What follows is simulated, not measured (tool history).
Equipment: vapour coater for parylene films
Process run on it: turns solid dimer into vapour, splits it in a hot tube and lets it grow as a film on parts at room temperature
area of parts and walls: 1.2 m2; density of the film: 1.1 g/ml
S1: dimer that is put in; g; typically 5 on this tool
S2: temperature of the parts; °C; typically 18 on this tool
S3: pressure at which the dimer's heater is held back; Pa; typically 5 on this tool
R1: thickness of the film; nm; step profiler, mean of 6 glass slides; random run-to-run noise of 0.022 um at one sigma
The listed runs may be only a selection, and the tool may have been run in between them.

run 1 hour=0 | S1=5 S2=18 S3=5 | R1=2540
run 2 hour=49.8 | S1=5 S2=18 S3=5 | R1=2520
run 3 hour=108.8 | S1=5 S2=28 S3=5 | R1=1950
run 4 hour=177.9 | S1=5 S2=18 S3=5 | R1=2360
run 5 hour=242.7 | S1=5 S2=18 S3=5 | R1=2370
-- hour=252.2 trap's valve overhauled
run 6 hour=293.7 | S1=5 S2=18 S3=5 | R1=2590
run 7 hour=336.5 | S1=5 S2=18 S3=5 | R1=2530
run 8 hour=402.1 | S1=5 S2=14 S3=5 | R1=2730
run 9 hour=452.2 | S1=5 S2=14 S3=5 | R1=2700
run 10 hour=517.7 | S1=5 S2=14 S3=5 | R1=2600
-- hour=555.6 trap's valve overhauled
run 11 hour=555.6 | S1=5 S2=18 S3=5 | R1=2610
run 12 hour=589.7 | S1=5 S2=18 S3=5 | R1=2540
run 13 hour=625.6 | S1=5 S2=18 S3=5 | R1=2490
run 14 hour=682.5 | S1=5 S2=18 S3=5 | R1=2490
run 15 hour=742.6 | S1=4 S2=18 S3=5 | R1=1950
run 16 hour=777.1 | S1=7 S2=18 S3=5 | R1=3360
run 17 hour=814.1 | S1=7 S2=18 S3=5 | R1=3300
-- hour=863.7 trap's valve overhauled
run 18 hour=863.9 | S1=7 S2=18 S3=5 | R1=3630
run 19 hour=912.9 | S1=7 S2=18 S3=5 | R1=3580
run 20 hour=951.4 | S1=7 S2=18 S3=5 | R1=3510
run 21 hour=994.9 | S1=7 S2=18 S3=5 | R1=3460
run 22 hour=1058.9 | S1=5 S2=18 S3=2.33 | R1=2990
run 23 hour=1125.4 | S1=6 S2=18 S3=2.33 | R1=3470
run 24 hour=1155.5 | S1=6 S2=18 S3=8.16 | R1=2510
-- hour=1168.4 trap's valve overhauled
run 25 hour=1205.7 | S1=6 S2=18 S3=8.16 | R1=2730
run 26 hour=1238.2 | S1=2 S2=17 S3=11.56 | R1=840
run 27 hour=1302.7 | S1=5 S2=15 S3=5.07 | R1=2670
run 28 hour=1357.1 | S1=2 S2=15 S3=4.85 | R1=1060
run 29 hour=1411.7 | S1=2 S2=11 S3=5.5 | R1=1140
run 30 hour=1452.1 | S1=3 S2=12 S3=5 | R1=1670
-- hour=1473.7 trap's valve overhauled
-- hour=1486.2 table's thermometer calibrated
run 31 hour=1494 | S1=6 S2=24 S3=10.62 | R1=2200
run 32 hour=1540.4 | S1=2 S2=13 S3=5 | R1=1120
run 33 hour=1606.8 | S1=2 S2=13 S3=5 | R1=1120
run 34 hour=1658.6 | S1=5 S2=18 S3=2.91 | R1=2790
run 35 hour=1692.9 | S1=5 S2=18 S3=5.35 | R1=2340
run 36 hour=1729.9 | S1=5 S2=18 S3=5.35 | R1=2380
-- hour=1778 trap's valve overhauled
run 37 hour=1789.1 | S1=5 S2=18 S3=5.35 | R1=2530
run 38 hour=1844.2 | S1=5 S2=18 S3=5.35 | R1=2500
run 39 hour=1888.1 | S1=5 S2=16 S3=7.2 | R1=2350
run 40 hour=1930.6 | S1=5 S2=13 S3=7.83 | R1=2470
run 41 hour=1992 | S1=5 S2=13 S3=7.83 | R1=2400

4 ways to go on from here, each from the tool as it stands after run 41. What would each give?
run A hour=2022.1 | S1=5 S2=11 S3=3.15 | R1=?
run B hour=2022.1 | S1=5 S2=19 S3=10.25 | R1=?
run C hour=2022.1 | S1=3 S2=18 S3=5 | R1=?
run D hour=2022.1 | S1=4 S2=20 S3=3.86 | R1=?

run=A R1=3190
run=B R1=1970
run=C R1=1480
run=D R1=1930
Without the tool's hidden state the same runs would have given:
run=A R1=3430
run=B R1=2120
run=C R1=1590
run=D R1=2080
